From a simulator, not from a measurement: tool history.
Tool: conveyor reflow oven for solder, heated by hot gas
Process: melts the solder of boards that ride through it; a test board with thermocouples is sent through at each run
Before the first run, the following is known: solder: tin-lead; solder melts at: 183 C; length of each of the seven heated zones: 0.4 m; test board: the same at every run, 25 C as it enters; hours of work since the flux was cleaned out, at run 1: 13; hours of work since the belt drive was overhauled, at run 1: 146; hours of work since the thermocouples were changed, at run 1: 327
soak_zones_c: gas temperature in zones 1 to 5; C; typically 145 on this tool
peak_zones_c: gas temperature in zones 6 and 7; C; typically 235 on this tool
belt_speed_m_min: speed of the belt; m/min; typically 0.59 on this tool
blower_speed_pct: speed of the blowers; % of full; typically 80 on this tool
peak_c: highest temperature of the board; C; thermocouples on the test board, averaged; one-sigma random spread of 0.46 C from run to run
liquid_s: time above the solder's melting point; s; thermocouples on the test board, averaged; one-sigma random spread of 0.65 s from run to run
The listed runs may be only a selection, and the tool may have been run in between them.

run   hour  soak_zones_c  peak_zones_c  belt_speed_m_min  blower_speed_pct  hours of work since the flux was cleaned out  hours of work since the belt drive was overhauled  hours of work since the thermocouples were changed  peak_c  liquid_s
  1      0           145           235              0.59                80                                            13                                                146                                                 327   222.6      69.9
  2   19.4           145           237              0.59                80                                            29                                                162                                                 342   225.6        70
  3   40.6           145           235              0.59                60                                            46                                                179                                                 359   217.5      64.1
  4   61.1           145           235              0.59                80                                            62                                                195                                                 375   223.3      67.9
  5   72.8           145           235              0.59                80                                            71                                                204                                                 385   222.4      69.5
  6   87.7           145           235              0.59                80                                            83                                                216                                                 397   221.2      68.7
  7   99.6           145           235              0.59                80                                            93                                                226                                                 406   222.1      68.2
  8    117           145           235             0.491                80                                           107                                                240                                                 420   225.5      86.3
  9  132.6           145           235             0.491                80                                           119                                                252                                                 433     225        86
 10  142.7           145           235              0.59                80                                           127                                                260                                                 441   221.6      68.7
 11  155.5           145           235              0.59                80                                           138                                                270                                                 451     222      68.2
 12  173.4           145           235              0.59                80                                           152                                                285                                                 465   221.7      66.8
 13  190.1           154           235              0.59                62                                           165                                                298                                                 479   218.3      69.8

Run 14 comes next. What will it give?
 14  202.4           130           235              0.59                62                                           175                                                308                                                 488       ?         ?

peak_c: 213.8 C
liquid_s: 54.4 s
Minus the tool's unlogged condition, the same run would have read peak_c 217 C, liquid_s 57 s.

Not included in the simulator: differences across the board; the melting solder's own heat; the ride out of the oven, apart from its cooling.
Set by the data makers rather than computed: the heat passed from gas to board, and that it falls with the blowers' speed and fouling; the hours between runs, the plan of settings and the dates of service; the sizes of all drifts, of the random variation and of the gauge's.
